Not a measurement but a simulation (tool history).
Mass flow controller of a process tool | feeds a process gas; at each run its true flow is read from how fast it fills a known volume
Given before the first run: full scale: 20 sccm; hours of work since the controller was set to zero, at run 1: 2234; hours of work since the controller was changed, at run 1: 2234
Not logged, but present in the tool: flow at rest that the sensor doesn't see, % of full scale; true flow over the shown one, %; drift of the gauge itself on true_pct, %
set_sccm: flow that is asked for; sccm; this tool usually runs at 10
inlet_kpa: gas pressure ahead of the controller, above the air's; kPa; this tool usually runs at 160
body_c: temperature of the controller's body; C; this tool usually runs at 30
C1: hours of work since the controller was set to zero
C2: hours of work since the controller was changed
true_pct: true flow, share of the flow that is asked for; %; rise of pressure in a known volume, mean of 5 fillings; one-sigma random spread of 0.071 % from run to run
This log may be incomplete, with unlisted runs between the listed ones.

run 1 day=0.000 | set_sccm=10 inlet_kpa=160 body_c=30 | C1=2234 C2=2234 | true_pct=98.42
run 2 day=9.279 | set_sccm=10 inlet_kpa=160 body_c=30 | C1=2349 C2=2349 | true_pct=98.56
run 3 day=19.842 | set_sccm=10 inlet_kpa=160 body_c=30 | C1=2479 C2=2479 | true_pct=98.48
run 4 day=26.154 | set_sccm=10 inlet_kpa=160 body_c=37 | C1=2557 C2=2557 | true_pct=98.82
run 5 day=36.829 | set_sccm=10 inlet_kpa=160 body_c=37 | C1=2690 C2=2690 | true_pct=98.72
run 6 day=50.521 | set_sccm=10 inlet_kpa=270 body_c=37 | C1=2859 C2=2859 | true_pct=98.50
run 7 day=59.471 | set_sccm=10 inlet_kpa=270 body_c=37 | C1=2970 C2=2970 | true_pct=98.40
run 8 day=70.179 | set_sccm=10 inlet_kpa=270 body_c=37 | C1=3102 C2=3102 | true_pct=98.26
run 9 day=78.142 | set_sccm=10 inlet_kpa=270 body_c=37 | C1=3201 C2=3201 | true_pct=98.29
run 10 day=88.646 | set_sccm=10 inlet_kpa=257 body_c=30 | C1=3331 C2=3331 | true_pct=97.81
run 11 day=98.133 | set_sccm=10 inlet_kpa=257 body_c=30 | C1=3448 C2=3448 | true_pct=97.55
run 12 day=104.221 | set_sccm=10 inlet_kpa=257 body_c=30 | C1=3523 C2=3523 | true_pct=97.54
run 13 day=110.450 | set_sccm=10 inlet_kpa=257 body_c=30 | C1=3600 C2=3600 | true_pct=97.53
run 14 day=116.408 | set_sccm=10 inlet_kpa=257 body_c=30 | C1=3674 C2=3674 | true_pct=97.38
run 15 day=126.250 | set_sccm=10 inlet_kpa=257 body_c=30 | C1=3796 C2=3796 | true_pct=97.33
-- day=127.492 controller's zero set anew
run 16 day=137.250 | set_sccm=10 inlet_kpa=257 body_c=30 | C1=121 C2=3932 | true_pct=97.74
run 17 day=148.767 | set_sccm=10 inlet_kpa=257 body_c=30 | C1=263 C2=4074 | true_pct=97.72
run 18 day=155.146 | set_sccm=10 inlet_kpa=196 body_c=30 | C1=342 C2=4153 | true_pct=97.85
run 19 day=166.304 | set_sccm=11 inlet_kpa=250 body_c=21 | C1=480 C2=4291 | true_pct=96.83
-- day=167.571 controller's zero set anew, once more
run 20 day=175.554 | set_sccm=3 inlet_kpa=160 body_c=35 | C1=99 C2=4405 | true_pct=96.15
run 21 day=186.929 | set_sccm=3 inlet_kpa=160 body_c=30 | C1=240 C2=4546 | true_pct=95.91
run 22 day=193.533 | set_sccm=3 inlet_kpa=160 body_c=30 | C1=321 C2=4628 | true_pct=95.79
run 23 day=202.225 | set_sccm=9 inlet_kpa=214 body_c=25 | C1=429 C2=4735 | true_pct=95.32
run 24 day=210.250 | set_sccm=6 inlet_kpa=160 body_c=21 | C1=528 C2=4835 | true_pct=95.01
run 25 day=223.483 | set_sccm=6 inlet_kpa=160 body_c=21 | C1=692 C2=4998 | true_pct=95.03

Run 26 has not been measured yet. What should we expect?
run 26 day=233.525 | set_sccm=10 inlet_kpa=274 body_c=29 | C1=816 C2=5123 | true_pct=?

{"run 26": {"true_pct": 95.21}}
With the hidden condition absent and the run-to-run variation left alone, this run would have shown true_pct 99.56 %.
